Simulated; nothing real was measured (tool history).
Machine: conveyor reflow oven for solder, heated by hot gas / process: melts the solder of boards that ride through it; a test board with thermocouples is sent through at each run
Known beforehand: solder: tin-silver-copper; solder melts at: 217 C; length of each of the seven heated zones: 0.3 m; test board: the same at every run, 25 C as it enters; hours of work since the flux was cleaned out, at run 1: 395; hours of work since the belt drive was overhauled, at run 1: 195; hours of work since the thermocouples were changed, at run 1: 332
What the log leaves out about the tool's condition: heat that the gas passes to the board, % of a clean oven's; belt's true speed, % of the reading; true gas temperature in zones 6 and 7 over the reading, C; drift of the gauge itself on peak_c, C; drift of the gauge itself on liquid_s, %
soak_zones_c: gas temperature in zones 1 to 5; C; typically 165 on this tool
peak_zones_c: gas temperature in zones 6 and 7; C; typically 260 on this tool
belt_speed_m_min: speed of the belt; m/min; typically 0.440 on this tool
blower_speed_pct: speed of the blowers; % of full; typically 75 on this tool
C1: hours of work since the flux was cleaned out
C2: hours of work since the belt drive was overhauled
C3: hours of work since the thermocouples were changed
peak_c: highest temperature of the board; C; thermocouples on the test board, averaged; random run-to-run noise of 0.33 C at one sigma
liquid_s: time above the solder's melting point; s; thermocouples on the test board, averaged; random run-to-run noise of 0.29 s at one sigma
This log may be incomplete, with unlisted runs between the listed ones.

run 1 hour=0.0 | soak_zones_c=165 peak_zones_c=260 belt_speed_m_min=0.440 blower_speed_pct=75 | C1=395 C2=195 C3=332 | peak_c=246.5 liquid_s=55.8
-- hour=28.3 flux residue cleaned out of gas plates and filters
run 2 hour=63.9 | soak_zones_c=165 peak_zones_c=260 belt_speed_m_min=0.440 blower_speed_pct=75 | C1=15 C2=219 C3=357 | peak_c=248.8 liquid_s=58.0
run 3 hour=146.9 | soak_zones_c=165 peak_zones_c=260 belt_speed_m_min=0.440 blower_speed_pct=83 | C1=49 C2=254 C3=391 | peak_c=249.5 liquid_s=59.8
run 4 hour=198.9 | soak_zones_c=165 peak_zones_c=260 belt_speed_m_min=0.440 blower_speed_pct=83 | C1=71 C2=276 C3=413 | peak_c=249.6 liquid_s=59.1
run 5 hour=295.9 | soak_zones_c=165 peak_zones_c=260 belt_speed_m_min=0.440 blower_speed_pct=75 | C1=111 C2=316 C3=453 | peak_c=247.7 liquid_s=57.4
run 6 hour=387.7 | soak_zones_c=165 peak_zones_c=260 belt_speed_m_min=0.440 blower_speed_pct=75 | C1=150 C2=354 C3=491 | peak_c=247.1 liquid_s=56.8
run 7 hour=450.5 | soak_zones_c=165 peak_zones_c=260 belt_speed_m_min=0.440 blower_speed_pct=66 | C1=176 C2=380 C3=517 | peak_c=245.3 liquid_s=53.9
run 8 hour=549.4 | soak_zones_c=165 peak_zones_c=260 belt_speed_m_min=0.440 blower_speed_pct=66 | C1=217 C2=421 C3=559 | peak_c=244.9 liquid_s=53.7
run 9 hour=593.0 | soak_zones_c=165 peak_zones_c=260 belt_speed_m_min=0.440 blower_speed_pct=66 | C1=235 C2=440 C3=577 | peak_c=244.8 liquid_s=53.5
run 10 hour=666.4 | soak_zones_c=165 peak_zones_c=260 belt_speed_m_min=0.440 blower_speed_pct=66 | C1=265 C2=470 C3=607 | peak_c=244.2 liquid_s=53.1
run 11 hour=753.2 | soak_zones_c=161 peak_zones_c=260 belt_speed_m_min=0.440 blower_speed_pct=75 | C1=302 C2=506 C3=643 | peak_c=245.8 liquid_s=53.5
run 12 hour=822.0 | soak_zones_c=161 peak_zones_c=260 belt_speed_m_min=0.440 blower_speed_pct=75 | C1=330 C2=535 C3=672 | peak_c=245.6 liquid_s=53.7
run 13 hour=885.6 | soak_zones_c=161 peak_zones_c=260 belt_speed_m_min=0.440 blower_speed_pct=75 | C1=357 C2=561 C3=698 | peak_c=244.8 liquid_s=52.7
run 14 hour=953.2 | soak_zones_c=153 peak_zones_c=255 belt_speed_m_min=0.440 blower_speed_pct=81 | C1=385 C2=589 C3=726 | peak_c=239.7 liquid_s=46.8
-- hour=1006.3 flux residue cleaned out of gas plates and filters
run 15 hour=1019.4 | soak_zones_c=165 peak_zones_c=260 belt_speed_m_min=0.368 blower_speed_pct=57 | C1=5 C2=615 C3=752 | peak_c=248.2 liquid_s=70.4
run 16 hour=1097.7 | soak_zones_c=165 peak_zones_c=260 belt_speed_m_min=0.368 blower_speed_pct=57 | C1=38 C2=647 C3=785 | peak_c=247.2 liquid_s=69.9
run 17 hour=1141.9 | soak_zones_c=165 peak_zones_c=262 belt_speed_m_min=0.388 blower_speed_pct=75 | C1=56 C2=666 C3=803 | peak_c=251.7 liquid_s=70.4
run 18 hour=1224.5 | soak_zones_c=165 peak_zones_c=262 belt_speed_m_min=0.388 blower_speed_pct=75 | C1=91 C2=700 C3=837 | peak_c=252.0 liquid_s=70.2
-- hour=1311.9 thermocouples of zones 6 and 7 changed
run 19 hour=1312.5 | soak_zones_c=165 peak_zones_c=262 belt_speed_m_min=0.388 blower_speed_pct=75 | C1=127 C2=736 C3=0 | peak_c=254.1 liquid_s=72.6
run 20 hour=1356.2 | soak_zones_c=165 peak_zones_c=262 belt_speed_m_min=0.388 blower_speed_pct=75 | C1=145 C2=754 C3=18 | peak_c=254.7 liquid_s=72.4
run 21 hour=1415.2 | soak_zones_c=165 peak_zones_c=273 belt_speed_m_min=0.494 blower_speed_pct=51 | C1=169 C2=779 C3=43 | peak_c=250.5 liquid_s=51.1
run 22 hour=1490.3 | soak_zones_c=164 peak_zones_c=273 belt_speed_m_min=0.412 blower_speed_pct=51 | C1=200 C2=810 C3=74 | peak_c=257.3 liquid_s=67.6
run 23 hour=1579.6 | soak_zones_c=164 peak_zones_c=273 belt_speed_m_min=0.412 blower_speed_pct=51 | C1=238 C2=847 C3=111 | peak_c=256.8 liquid_s=67.7
run 24 hour=1654.8 | soak_zones_c=155 peak_zones_c=254 belt_speed_m_min=0.440 blower_speed_pct=57 | C1=269 C2=878 C3=143 | peak_c=237.7 liquid_s=41.7
run 25 hour=1711.1 | soak_zones_c=155 peak_zones_c=254 belt_speed_m_min=0.440 blower_speed_pct=57 | C1=292 C2=902 C3=166 | peak_c=238.0 liquid_s=41.8

Same runs, no hidden state in the tool, same run-to-run variation:
run=1 peak_c=249.8 liquid_s=59.2
run=2 peak_c=250.2 liquid_s=58.7
run=3 peak_c=251.1 liquid_s=60.7
run=4 peak_c=251.4 liquid_s=60.2
run=5 peak_c=249.8 liquid_s=58.8
run=6 peak_c=249.5 liquid_s=58.6
run=7 peak_c=247.9 liquid_s=56.0
run=8 peak_c=247.8 liquid_s=56.2
run=9 peak_c=247.9 liquid_s=56.1
run=10 peak_c=247.6 liquid_s=56.0
run=11 peak_c=249.6 liquid_s=56.8
run=12 peak_c=249.7 liquid_s=57.3
run=13 peak_c=249.1 liquid_s=56.6
run=14 peak_c=244.4 liquid_s=52.0
run=15 peak_c=250.6 liquid_s=71.4
run=16 peak_c=249.8 liquid_s=71.1
run=17 peak_c=254.5 liquid_s=71.4
run=18 peak_c=255.1 liquid_s=71.5
run=19 peak_c=254.2 liquid_s=71.6
run=20 peak_c=254.9 liquid_s=71.6
run=21 peak_c=250.7 liquid_s=50.5
run=22 peak_c=257.7 liquid_s=66.8
run=23 peak_c=257.5 liquid_s=67.1
run=24 peak_c=238.8 liquid_s=42.7
run=25 peak_c=239.3 liquid_s=43.0
